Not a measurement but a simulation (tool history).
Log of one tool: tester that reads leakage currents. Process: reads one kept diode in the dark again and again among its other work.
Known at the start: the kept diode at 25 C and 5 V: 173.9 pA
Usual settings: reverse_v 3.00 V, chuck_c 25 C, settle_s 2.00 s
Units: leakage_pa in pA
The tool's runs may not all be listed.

run     day  reverse_v  chuck_c  settle_s  leakage_pa
  1   0.000       3.00       25      2.00      142.19
  2   7.129       3.00       25      8.14      141.57
  3  12.054       3.00       25      8.14      140.90
  4  19.496       3.00       25      8.14      140.30
  5  27.758       3.00       25      8.14      138.28
     28.504  -- probe card cleaned and baked
     28.588  -- tester calibrated
  6  34.612       3.00       25      8.14      136.04
  7  42.017       1.78       53      1.43      813.11
  8  47.171      13.81       22      7.10      203.55
  9  50.533       1.90       53      7.10      830.24
 10  58.521       7.73       25      4.77      200.20
 11  62.058       7.73       25      4.77      199.73

3 ways to go on from here, each from the tool as it stands after run 11. What would each give?
  A  68.029       3.00       25      1.42           ?
  B  68.029       1.19       22      2.15           ?
  C  68.029       2.16       29      7.01           ?

run  leakage_pa
  A      133.07
  B       71.17
  C      157.09
Without the tool's hidden state the same runs would have given:
run  leakage_pa
  A      140.10
  B       75.05
  C      165.38
